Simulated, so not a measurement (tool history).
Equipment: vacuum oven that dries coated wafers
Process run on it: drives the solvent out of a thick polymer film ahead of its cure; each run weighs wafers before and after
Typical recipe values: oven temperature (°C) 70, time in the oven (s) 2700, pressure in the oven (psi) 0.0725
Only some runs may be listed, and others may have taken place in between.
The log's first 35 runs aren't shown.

{"run": 36, "hour": 2332.8, "oven temperature (°C)": 71, "time in the oven (s)": 3780, "pressure in the oven (psi)": 0.0911, "solvent left in the film (%)": 0.39}
{"run": 37, "hour": 2423.1, "oven temperature (°C)": 59, "time in the oven (s)": 3780, "pressure in the oven (psi)": 0.1366, "solvent left in the film (%)": 2.78}
{"run": 38, "hour": 2491.9, "oven temperature (°C)": 70, "time in the oven (s)": 2040, "pressure in the oven (psi)": 0.0725, "solvent left in the film (%)": 1.59}
{"run": 39, "hour": 2535.9, "oven temperature (°C)": 70, "time in the oven (s)": 2040, "pressure in the oven (psi)": 0.0725, "solvent left in the film (%)": 1.59}
{"run": 40, "hour": 2600.4, "oven temperature (°C)": 70, "time in the oven (s)": 2040, "pressure in the oven (psi)": 0.0725, "solvent left in the film (%)": 1.58}
{"run": 41, "hour": 2662.1, "oven temperature (°C)": 59, "time in the oven (s)": 2700, "pressure in the oven (psi)": 0.0725, "solvent left in the film (%)": 4.17}
{"run": 42, "hour": 2747.6, "oven temperature (°C)": 58, "time in the oven (s)": 3240, "pressure in the oven (psi)": 0.0368, "solvent left in the film (%)": 3.39}
{"run": 43, "hour": 2800.4, "oven temperature (°C)": 58, "time in the oven (s)": 3240, "pressure in the oven (psi)": 0.0368, "solvent left in the film (%)": 3.46}
{"run": 44, "hour": 2872.6, "oven temperature (°C)": 59, "time in the oven (s)": 3240, "pressure in the oven (psi)": 0.0656, "solvent left in the film (%)": 3.16}
{"run": 45, "hour": 2934.6, "oven temperature (°C)": 77, "time in the oven (s)": 2700, "pressure in the oven (psi)": 0.0687, "solvent left in the film (%)": 0.3}
{"run": 46, "hour": 3018.7, "oven temperature (°C)": 77, "time in the oven (s)": 2700, "pressure in the oven (psi)": 0.1063, "solvent left in the film (%)": 0.35}

Here are 4 independent what-if runs from the current tool condition. What would each one return?
{"run": "A", "hour": 3061.0, "oven temperature (°C)": 58, "time in the oven (s)": 2580, "pressure in the oven (psi)": 0.0618, "solvent left in the film (%)": "?"}
{"run": "B", "hour": 3061.0, "oven temperature (°C)": 70, "time in the oven (s)": 1560, "pressure in the oven (psi)": 0.0424, "solvent left in the film (%)": "?"}
{"run": "C", "hour": 3061.0, "oven temperature (°C)": 77, "time in the oven (s)": 1320, "pressure in the oven (psi)": 0.1474, "solvent left in the film (%)": "?"}
{"run": "D", "hour": 3061.0, "oven temperature (°C)": 68, "time in the oven (s)": 2700, "pressure in the oven (psi)": 0.1063, "solvent left in the film (%)": "?"}

run=A solvent_left_in_the_film_(%)=4.76
run=B solvent_left_in_the_film_(%)=2.45
run=C solvent_left_in_the_film_(%)=1.53
run=D solvent_left_in_the_film_(%)=1.32
With no hidden state in the tool, these same runs would have given:
run=A solvent_left_in_the_film_(%)=5.13
run=B solvent_left_in_the_film_(%)=2.73
run=C solvent_left_in_the_film_(%)=1.7
run=D solvent_left_in_the_film_(%)=1.45
